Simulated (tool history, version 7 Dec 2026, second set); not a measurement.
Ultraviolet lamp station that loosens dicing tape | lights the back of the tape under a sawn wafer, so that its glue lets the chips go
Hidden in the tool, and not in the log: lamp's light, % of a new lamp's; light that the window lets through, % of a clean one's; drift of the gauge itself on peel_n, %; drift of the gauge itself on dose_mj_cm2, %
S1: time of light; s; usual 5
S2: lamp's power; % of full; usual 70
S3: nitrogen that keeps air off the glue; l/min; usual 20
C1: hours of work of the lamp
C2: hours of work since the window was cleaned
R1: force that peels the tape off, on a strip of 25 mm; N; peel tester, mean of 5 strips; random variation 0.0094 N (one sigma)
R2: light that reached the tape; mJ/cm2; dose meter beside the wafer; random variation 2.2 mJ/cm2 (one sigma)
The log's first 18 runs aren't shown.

run	day	S1	S2	S3	C1	C2	R1	R2
19	14.388	5	70	20	1069	25	1.36	105
# day 15.242: lamp changed
20	15.325	5	97	20	2	41	0.306	204
21	15.921	5	70	20	12	52	0.703	147
# day 16.796: window cleaned of glue's vapour, once more
22	17.042	5	70	20	33	5	0.416	178
23	17.85	5	70	20	48	19	0.424	178
24	18.592	5	84	35	61	33	0.231	214
25	19.421	5	84	21	76	48	0.273	205
26	20.317	3	98	8	93	65	1.211	143
27	21.462	3	98	8	114	86	1.282	140
28	22.35	5	91	8	130	102	0.508	216
29	23.442	5	91	8	150	122	0.498	212
30	24.608	5	91	8	172	143	0.527	208
31	25.454	10	70	9	187	159	0.212	319
32	25.983	8	74	12	197	169	0.242	263
33	26.675	8	74	12	209	181	0.239	265
34	27.838	8	74	12	231	203	0.247	260
35	28.792	5	83	20	248	220	0.414	180
36	29.442	5	83	20	260	232	0.423	178
37	30.55	5	83	20	281	252	0.446	177
# day 30.862: window cleaned of glue's vapour
38	31.254	5	75	21	293	7	0.424	181
39	31.733	5	79	9	302	16	0.633	187
40	32.208	6	79	14	311	25	0.313	225
41	33.317	4	80	20	331	45	0.655	148
42	34.4	4	65	6	351	65	1.999	118
43	35.254	5	66	26	366	81	0.549	153

3 ways to go on from here, each from the tool as it stands after run 43. What would each give?
A	36.283	2	64	7	385	99	?	?
B	36.283	5	61	26	385	99	?	?
C	36.283	5	69	27	385	99	?	?

run	R1	R2
A	4.578	58
B	0.703	137
C	0.522	153
Without the tool's hidden state the same runs would have given:
run	R1	R2
A	3.943	68
B	0.474	161
C	0.349	180

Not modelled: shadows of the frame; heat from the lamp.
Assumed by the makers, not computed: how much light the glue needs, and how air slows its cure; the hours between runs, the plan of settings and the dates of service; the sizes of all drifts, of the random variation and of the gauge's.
